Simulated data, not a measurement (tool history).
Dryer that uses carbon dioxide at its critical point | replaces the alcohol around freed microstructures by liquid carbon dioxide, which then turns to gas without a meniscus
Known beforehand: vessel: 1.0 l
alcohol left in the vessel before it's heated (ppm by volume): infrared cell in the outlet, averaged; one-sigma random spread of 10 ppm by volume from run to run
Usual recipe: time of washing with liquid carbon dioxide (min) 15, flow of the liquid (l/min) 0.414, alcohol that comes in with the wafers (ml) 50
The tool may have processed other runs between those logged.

| run | hour | time of washing with liquid carbon dioxide (min) | flow of the liquid (l/min) | alcohol that comes in with the wafers (ml) | alcohol left in the vessel before it's heated (ppm by volume) |
|---|---|---|---|---|---|
| 1 | 0.0 | 15 | 0.414 | 50 | 830 |
| 2 | 30.1 | 15 | 0.414 | 50 | 827 |
| 3 | 61.3 | 15 | 0.414 | 61 | 1028 |
| 4 | 113.4 | 15 | 0.414 | 61 | 1035 |
| 5 | 157.5 | 15 | 0.414 | 61 | 1114 |
| 6 | 189.4 | 15 | 0.414 | 61 | 1136 |
|  | 201.1 | inlet filter changed |
| 7 | 238.1 | 14 | 0.414 | 50 | 1052 |
| 8 | 268.3 | 15 | 0.414 | 50 | 889 |
| 9 | 296.0 | 12 | 0.414 | 50 | 1851 |
| 10 | 332.8 | 15 | 0.414 | 50 | 945 |
|  | 356.4 | purifier's bed changed |
| 11 | 384.4 | 15 | 0.414 | 50 | 746 |
|  | 427.9 | inlet filter changed |
| 12 | 437.7 | 15 | 0.300 | 50 | 1971 |
| 13 | 466.6 | 15 | 0.300 | 50 | 2006 |
| 14 | 493.4 | 15 | 0.300 | 50 | 2104 |
| 15 | 527.9 | 13 | 0.682 | 64 | 206 |
| 16 | 577.1 | 13 | 0.682 | 64 | 221 |
| 17 | 623.5 | 13 | 0.682 | 64 | 239 |

Alternative continuations, all from the tool just after run 17; predict every row:
|  | 649.8 | inlet filter changed |
| A | 650.6 | 22 | 0.268 | 64 | ? |
|  | 649.8 | inlet filter changed |
| B | 650.6 | 13 | 0.334 | 64 | ? |
|  | 649.8 | inlet filter changed |
| C | 650.6 | 13 | 0.682 | 28 | ? |
|  | 649.8 | inlet filter changed |
| D | 650.6 | 10 | 0.338 | 26 | ? |

| run | alcohol left in the vessel before it's heated (ppm by volume) |
|---|---|
| A | 948 |
| B | 2916 |
| C | 120 |
| D | 2373 |
Without the tool's unlogged condition, the same runs would have read:
| run | alcohol left in the vessel before it's heated (ppm by volume) |
|---|---|
| A | 870 |
| B | 2809 |
| C | 61 |
| D | 2283 |
